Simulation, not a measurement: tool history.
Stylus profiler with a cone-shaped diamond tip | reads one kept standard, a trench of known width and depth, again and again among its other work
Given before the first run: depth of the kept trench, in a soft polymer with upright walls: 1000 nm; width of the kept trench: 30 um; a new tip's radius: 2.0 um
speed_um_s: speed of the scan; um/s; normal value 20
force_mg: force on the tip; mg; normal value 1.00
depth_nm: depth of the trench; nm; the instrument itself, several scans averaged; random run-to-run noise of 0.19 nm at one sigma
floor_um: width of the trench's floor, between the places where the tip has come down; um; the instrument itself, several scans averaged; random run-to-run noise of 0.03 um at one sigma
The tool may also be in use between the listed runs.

run    hour  speed_um_s  force_mg  depth_nm  floor_um
  1     0.0          20      1.00   1008.16     26.46
  2    58.6          10      1.00   1007.73     26.50
  3    96.4          26      1.00   1007.95     26.34
  4   162.6          26      1.00   1007.90     26.35
  5   227.4          26      1.88   1011.92     26.43
  6   297.4          26      1.88   1011.81     26.46
  7   343.2          20      0.69   1005.88     26.34
  8   372.2          20      0.69   1006.07     26.42
  9   430.2          20      0.69   1005.96     26.33
 10   490.5          20      1.00   1008.03     26.44
 11   542.6          20      1.00   1007.85     26.39
 12   605.1          20      0.67   1005.59     26.41
 13   638.4          20      0.42   1004.21     26.37
 14   673.1          20      0.42   1004.57     26.30
 15   716.8          20      0.42   1005.01     26.32
 16   771.5          20      2.41   1013.88     26.45
 17   838.6          20      2.41   1013.93     26.41
 18   904.9          21      2.41   1013.90     26.44
 19   955.1          22      2.20   1012.80     26.46
 20   987.5          22      2.20   1013.12     26.44
 21  1026.9          22      2.20   1013.24     26.48
 22  1095.9          22      2.20   1013.21     26.45
 23  1127.4          22      2.20   1013.02     26.42
 24  1195.0           9      1.42   1009.56     26.47
 25  1257.1           8      0.91   1007.35     26.48
 26  1321.0           6      0.88   1007.34     26.44
 27  1350.5           6      0.88   1007.23     26.57
 28  1408.6          76      0.54   1005.16     25.83
 29  1471.2           7      1.06   1008.08     26.45
 30  1536.2           7      0.34   1003.48     26.49
 31  1588.3          10      0.79   1006.74     26.46
 32  1658.1          37      0.48   1004.47     26.20
 33  1705.8          16      2.81   1015.62     26.49
 34  1752.7           6      1.00   1007.86     26.54
 35  1809.5           6      1.00   1007.67     26.47
 36  1854.2          32      0.42   1003.97     26.15

Taken out of this log: 1 entry between the listed runs. Where each belongs, and how the hidden state differs across it:
After run 35, before run 36: height scale calibrated on a step standard (hour 1840.7)
  height scale over the true one, %: 0.001 -> 0
